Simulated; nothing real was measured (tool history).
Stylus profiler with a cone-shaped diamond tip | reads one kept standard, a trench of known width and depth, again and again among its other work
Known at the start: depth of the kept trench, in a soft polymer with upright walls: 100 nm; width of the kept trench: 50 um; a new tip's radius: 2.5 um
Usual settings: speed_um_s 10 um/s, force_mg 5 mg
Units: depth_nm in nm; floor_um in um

run     day  speed_um_s  force_mg  depth_nm  floor_um
  1       0          10         5    101.33     48.46
  2   0.767          10     11.79    102.45     48.51
  3   1.354          10     11.79     102.5     48.45
  4   1.879          10     11.79    102.48     48.47
  5   2.638          10         5    101.47     48.49
  6   3.358          16         5     101.4     48.42
  7   3.879          16         5    101.42     48.44
  8   4.642          16     12.68     102.6     48.41
  9   5.304          16      4.33     101.3      48.4
 10   5.758          16      4.33    101.37     48.41
 11   6.296          16      4.33    101.35     48.35
 12     6.9          16      4.33    101.29     48.35
 13   7.521          10         5     101.5     48.42
 14     8.3          10         5    101.44     48.36
 15   8.888          28      2.38    100.95     48.27
 16   9.521          10      1.88    100.89     48.35
 17  10.171          24      6.49     101.7     48.36
 18  10.496          24      6.49    101.81     48.33
 19  11.096           4      7.94    101.97     48.44
 20  11.483           4      7.94    102.06     48.43
 21    11.9           4      7.94    102.01     48.43
 22  12.592           4      7.94    101.93     48.37
 23  12.933           4      7.94    101.99     48.42
 24   13.65          17      7.44    101.93     48.34
 25  14.396           3      4.27    101.33     48.39
 26  15.158          40      4.27    101.43     48.26
 27  15.842           6     12.75    102.75     48.38
 28  16.538           3       1.9    100.92     48.41

4 ways to go on from here, each from the tool as it stands after run 28. What would each give?
  A  16.958          23      7.96         ?         ?
  B  16.958           9      3.43         ?         ?
  C  16.958           3      2.36         ?         ?
  D  16.958          31      1.78         ?         ?

run  depth_nm  floor_um
  A     102.1     48.28
  B    101.28     48.33
  C    101.04     48.35
  D    100.81     48.15
Without the tool's hidden state the same runs would have given:
run  depth_nm  floor_um
  A    101.92      48.5
  B     101.1     48.55
  C    100.86     48.57
  D    100.63     48.38
